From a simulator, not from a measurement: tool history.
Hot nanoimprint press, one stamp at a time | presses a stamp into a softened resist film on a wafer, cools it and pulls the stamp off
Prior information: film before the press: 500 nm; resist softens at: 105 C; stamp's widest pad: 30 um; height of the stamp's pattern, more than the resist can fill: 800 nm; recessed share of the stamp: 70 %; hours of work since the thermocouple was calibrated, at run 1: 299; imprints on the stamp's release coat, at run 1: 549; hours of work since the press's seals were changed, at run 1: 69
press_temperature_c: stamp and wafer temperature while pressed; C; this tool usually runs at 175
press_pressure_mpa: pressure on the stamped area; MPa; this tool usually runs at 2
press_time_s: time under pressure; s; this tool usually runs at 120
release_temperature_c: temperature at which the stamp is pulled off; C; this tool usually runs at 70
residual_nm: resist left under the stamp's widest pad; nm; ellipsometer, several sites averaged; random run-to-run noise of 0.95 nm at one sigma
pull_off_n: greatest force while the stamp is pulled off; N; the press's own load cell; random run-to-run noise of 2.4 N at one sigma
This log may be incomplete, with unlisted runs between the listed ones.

run    day  press_temperature_c  press_pressure_mpa  press_time_s  release_temperature_c  hours of work since the thermocouple was calibrated  imprints on the stamp's release coat  hours of work since the press's seals were changed  residual_nm  pull_off_n
  1      0                  175                   2           120                     70                                                  299                                   549                                                  69        194.5         108
  2  0.217                  175                   2           120                     70                                                  302                                   576                                                  72        194.8         110
  3  0.467                  175                   2           120                     70                                                  306                                   607                                                  76        195.1         105
  4  0.817                  175                   2           120                     70                                                  312                                   651                                                  82        195.5         111
  5  1.058                  175                   2           120                     70                                                  316                                   682                                                  86        194.9         109
  6  1.454                  175                   2           120                     70                                                  322                                   732                                                  92        193.1         113
  7   1.75                  175                   2           120                     70                                                  327                                   769                                                  97          196         108
  8  2.125                  175                   2           120                     70                                                  333                                   817                                                 102        195.6         110
  9  2.375                  175                   2           120                     70                                                  337                                   848                                                 106        196.9         110
 10  2.567                  175                   2           120                     70                                                  340                                   872                                                 109        195.4         110
 11  2.904                  175                1.75           120                     70                                                  345                                   915                                                 115        209.2         107
 12  3.179                  175                1.52           120                     70                                                  349                                   950                                                 119        224.4         110
 13  3.379                  175                1.52           120                     70                                                  352                                   975                                                 122        222.2         109
 14  3.546                  175                1.52           120                     70                                                  355                                   996                                                 125          223         111
 15  3.788                  165                   2           120                     70                                                  359                                  1026                                                 129        296.9         107
 16  3.967                  165                   2           120                     70                                                  362                                  1049                                                 132        295.7         112
 17  4.179                  176                1.39            89                     77                                                  365                                  1076                                                 135        250.2          91
 18  4.433                  176                1.39            89                     77                                                  369                                  1108                                                 139        251.2          93
 19  4.612                  170                1.39           136                     77                                                  372                                  1130                                                 142        270.1          95
 20  4.792                  170                1.39           136                     77                                                  375                                  1153                                                 145        269.8          97
 21  5.054                  169                1.32            97                     62                                                  379                                  1186                                                 149        316.7         128
 22  5.238                  169                1.32            97                     62                                                  382                                  1210                                                 152        318.3         127
 23  5.412                  175                1.52           120                     70                                                  385                                  1231                                                 155        224.6         111
 24   5.75                  175                2.25           120                     74                                                  390                                  1274                                                 160        189.6         101
       6.2  -- stamp cleaned and given a new release coat
 25  6.375                  175                1.93           120                     74                                                  396                                    23                                                 166        200.9          97
 26  6.625                  175                1.93           120                     74                                                  400                                    54                                                 170        202.3         105
 27  6.879                  187                1.93            63                     74                                                  404                                    86                                                 174        164.4         103
 28  7.096                  187                1.93            63                     74                                                  407                                   113                                                 177        165.9         105
     7.325  -- gauge calibrated
 29  7.467                  187                1.93            63                     74                                                  413                                   160                                                 183        159.7         100
 30  7.758                  187                1.93           168                     74                                                  418                                   197                                                 188        104.5         101

Forecast each of these 4 alternatives for the next run:
  A  8.062                  167                1.55           168                     74                                                  423                                   235                                                 193            ?           ?
  B  8.062                  168                1.43           110                     74                                                  423                                   235                                                 193            ?           ?
  C  8.062                  175                1.26           120                     70                                                  423                                   235                                                 193            ?           ?
  D  8.062                  181                   2            64                     63                                                  423                                   235                                                 193            ?           ?

run  residual_nm  pull_off_n
  A        267.5         100
  B        301.5          97
  C        240.1         112
  D          198         120
What these runs would have given with no unlogged condition in the tool:
run  residual_nm  pull_off_n
  A        267.1         100
  B          301          97
  C        239.7         112
  D        197.6         120

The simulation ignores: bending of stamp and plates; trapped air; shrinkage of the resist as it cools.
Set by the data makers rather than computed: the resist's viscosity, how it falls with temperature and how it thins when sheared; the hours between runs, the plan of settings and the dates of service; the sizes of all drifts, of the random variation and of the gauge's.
